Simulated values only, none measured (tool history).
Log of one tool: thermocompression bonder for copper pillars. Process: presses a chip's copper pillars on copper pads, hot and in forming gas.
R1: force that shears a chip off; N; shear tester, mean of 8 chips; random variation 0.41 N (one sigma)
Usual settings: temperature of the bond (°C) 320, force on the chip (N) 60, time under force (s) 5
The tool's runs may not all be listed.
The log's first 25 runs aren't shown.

run 26 hour=196.7 | temperature_of_the_bond_(°C)=303 force_on_the_chip_(N)=60 time_under_force_(s)=9 | R1=60.5
run 27 hour=205.6 | temperature_of_the_bond_(°C)=349 force_on_the_chip_(N)=60 time_under_force_(s)=5 | R1=82.3
run 28 hour=214.6 | temperature_of_the_bond_(°C)=299 force_on_the_chip_(N)=60 time_under_force_(s)=5 | R1=45.8
run 29 hour=223.3 | temperature_of_the_bond_(°C)=299 force_on_the_chip_(N)=60 time_under_force_(s)=5 | R1=45.8
run 30 hour=228.5 | temperature_of_the_bond_(°C)=299 force_on_the_chip_(N)=60 time_under_force_(s)=5 | R1=45.9
run 31 hour=236.8 | temperature_of_the_bond_(°C)=309 force_on_the_chip_(N)=55 time_under_force_(s)=12 | R1=67.6
run 32 hour=244.6 | temperature_of_the_bond_(°C)=333 force_on_the_chip_(N)=62 time_under_force_(s)=7 | R1=79.7
run 33 hour=255.2 | temperature_of_the_bond_(°C)=320 force_on_the_chip_(N)=76 time_under_force_(s)=13 | R1=91.1
run 34 hour=262.0 | temperature_of_the_bond_(°C)=307 force_on_the_chip_(N)=60 time_under_force_(s)=15 | R1=74.6
run 35 hour=271.6 | temperature_of_the_bond_(°C)=307 force_on_the_chip_(N)=60 time_under_force_(s)=15 | R1=74.8
run 36 hour=281.1 | temperature_of_the_bond_(°C)=343 force_on_the_chip_(N)=69 time_under_force_(s)=6 | R1=87.8
run 37 hour=289.6 | temperature_of_the_bond_(°C)=343 force_on_the_chip_(N)=69 time_under_force_(s)=7 | R1=90.8
run 38 hour=294.6 | temperature_of_the_bond_(°C)=342 force_on_the_chip_(N)=69 time_under_force_(s)=3 | R1=71.9
run 39 hour=303.2 | temperature_of_the_bond_(°C)=342 force_on_the_chip_(N)=46 time_under_force_(s)=8 | R1=75.7
run 40 hour=313.4 | temperature_of_the_bond_(°C)=350 force_on_the_chip_(N)=56 time_under_force_(s)=5 | R1=79.5

3 ways to go on from here, each from the tool as it stands after run 40. What would each give?
run A hour=323.3 | temperature_of_the_bond_(°C)=320 force_on_the_chip_(N)=52 time_under_force_(s)=3 | R1=?
run B hour=323.3 | temperature_of_the_bond_(°C)=336 force_on_the_chip_(N)=69 time_under_force_(s)=10 | R1=?
run C hour=323.3 | temperature_of_the_bond_(°C)=291 force_on_the_chip_(N)=56 time_under_force_(s)=5 | R1=?

run=A R1=45.7
run=B R1=92.9
run=C R1=39.2
Without the tool's hidden state the same runs would have given:
run=A R1=45.7
run=B R1=92.9
run=C R1=39.2
